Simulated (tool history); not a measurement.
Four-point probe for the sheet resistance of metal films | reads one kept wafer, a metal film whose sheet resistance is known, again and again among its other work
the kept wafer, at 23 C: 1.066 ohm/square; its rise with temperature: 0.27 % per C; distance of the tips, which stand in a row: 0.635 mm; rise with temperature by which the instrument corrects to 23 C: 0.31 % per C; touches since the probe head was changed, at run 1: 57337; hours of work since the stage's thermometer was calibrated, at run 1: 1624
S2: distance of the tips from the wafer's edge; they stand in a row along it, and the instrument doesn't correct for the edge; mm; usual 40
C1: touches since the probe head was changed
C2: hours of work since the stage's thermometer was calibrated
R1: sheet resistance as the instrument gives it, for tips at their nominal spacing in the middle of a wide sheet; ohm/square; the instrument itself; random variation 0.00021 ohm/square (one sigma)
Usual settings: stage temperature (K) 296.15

{"run": 1, "day": 0.0, "stage temperature (K)": 296.15, "S2": 40, "C1": 57337, "C2": 1624, "R1": 1.074887}
{"run": 2, "day": 2.646, "stage temperature (K)": 296.15, "S2": 40, "C1": 59466, "C2": 1671, "R1": 1.075043}
{"run": 3, "day": 6.967, "stage temperature (K)": 296.15, "S2": 10, "C1": 62944, "C2": 1749, "R1": 1.07743}
{"run": 4, "day": 9.325, "stage temperature (K)": 296.15, "S2": 10, "C1": 64840, "C2": 1792, "R1": 1.077876}
{"run": 5, "day": 13.804, "stage temperature (K)": 296.15, "S2": 10, "C1": 68444, "C2": 1872, "R1": 1.078198}
{"day": 15.1, "done": "stage's thermometer calibrated"}
{"run": 6, "day": 16.688, "stage temperature (K)": 296.15, "S2": 10, "C1": 70745, "C2": 29, "R1": 1.076355}
{"run": 7, "day": 21.038, "stage temperature (K)": 296.15, "S2": 10, "C1": 74245, "C2": 107, "R1": 1.076941}
{"run": 8, "day": 25.967, "stage temperature (K)": 296.15, "S2": 10, "C1": 78213, "C2": 196, "R1": 1.077475}
{"run": 9, "day": 30.133, "stage temperature (K)": 296.15, "S2": 10, "C1": 81564, "C2": 271, "R1": 1.077739}
{"run": 10, "day": 35.188, "stage temperature (K)": 296.15, "S2": 10, "C1": 85633, "C2": 362, "R1": 1.078446}
{"run": 11, "day": 38.246, "stage temperature (K)": 304.15, "S2": 40, "C1": 88094, "C2": 417, "R1": 1.072719}
{"day": 40.908, "done": "new probe head fitted"}
{"run": 12, "day": 42.35, "stage temperature (K)": 304.15, "S2": 6, "C1": 1158, "C2": 490, "R1": 1.064155}
{"run": 13, "day": 45.012, "stage temperature (K)": 304.15, "S2": 6, "C1": 3303, "C2": 538, "R1": 1.065072}
{"run": 14, "day": 48.008, "stage temperature (K)": 296.15, "S2": 40, "C1": 5713, "C2": 592, "R1": 1.062458}
{"run": 15, "day": 51.05, "stage temperature (K)": 296.15, "S2": 40, "C1": 8161, "C2": 647, "R1": 1.063117}
{"run": 16, "day": 54.538, "stage temperature (K)": 296.15, "S2": 23, "C1": 10965, "C2": 710, "R1": 1.06355}
{"run": 17, "day": 57.004, "stage temperature (K)": 296.15, "S2": 17, "C1": 12949, "C2": 754, "R1": 1.064146}
{"run": 18, "day": 60.033, "stage temperature (K)": 296.15, "S2": 36, "C1": 15389, "C2": 809, "R1": 1.063547}
{"run": 19, "day": 64.329, "stage temperature (K)": 292.15, "S2": 5, "C1": 18844, "C2": 886, "R1": 1.075154}
{"run": 20, "day": 69.075, "stage temperature (K)": 295.15, "S2": 16, "C1": 22661, "C2": 972, "R1": 1.0657}
{"run": 21, "day": 73.617, "stage temperature (K)": 295.15, "S2": 65, "C1": 26317, "C2": 1054, "R1": 1.065616}
{"run": 22, "day": 76.512, "stage temperature (K)": 295.15, "S2": 65, "C1": 28646, "C2": 1106, "R1": 1.065812}
{"run": 23, "day": 79.596, "stage temperature (K)": 292.15, "S2": 47, "C1": 31128, "C2": 1161, "R1": 1.068068}
{"run": 24, "day": 82.454, "stage temperature (K)": 292.15, "S2": 47, "C1": 33428, "C2": 1213, "R1": 1.067696}
{"run": 25, "day": 86.083, "stage temperature (K)": 292.15, "S2": 4, "C1": 36348, "C2": 1278, "R1": 1.082853}
{"run": 26, "day": 91.317, "stage temperature (K)": 304.15, "S2": 6, "C1": 40558, "C2": 1372, "R1": 1.069258}
{"run": 27, "day": 94.717, "stage temperature (K)": 304.15, "S2": 4, "C1": 43295, "C2": 1434, "R1": 1.077548}

Forecast each of these 5 alternatives for the next run:
{"run": "A", "day": 99.417, "stage temperature (K)": 295.15, "S2": 27, "C1": 47075, "C2": 1518, "R1": "?"}
{"run": "B", "day": 99.417, "stage temperature (K)": 293.15, "S2": 54, "C1": 47075, "C2": 1518, "R1": "?"}
{"run": "C", "day": 99.417, "stage temperature (K)": 298.15, "S2": 17, "C1": 47075, "C2": 1518, "R1": "?"}
{"run": "D", "day": 99.417, "stage temperature (K)": 300.15, "S2": 40, "C1": 47075, "C2": 1518, "R1": "?"}
{"run": "E", "day": 99.417, "stage temperature (K)": 304.15, "S2": 4, "C1": 47075, "C2": 1518, "R1": "?"}

run=A R1=1.068655
run=B R1=1.068735
run=C R1=1.067669
run=D R1=1.065971
run=E R1=1.07849
Without the tool's hidden state the same runs would have given:
run=A R1=1.066928
run=B R1=1.067001
run=C R1=1.065955
run=D R1=1.064267
run=E R1=1.076781

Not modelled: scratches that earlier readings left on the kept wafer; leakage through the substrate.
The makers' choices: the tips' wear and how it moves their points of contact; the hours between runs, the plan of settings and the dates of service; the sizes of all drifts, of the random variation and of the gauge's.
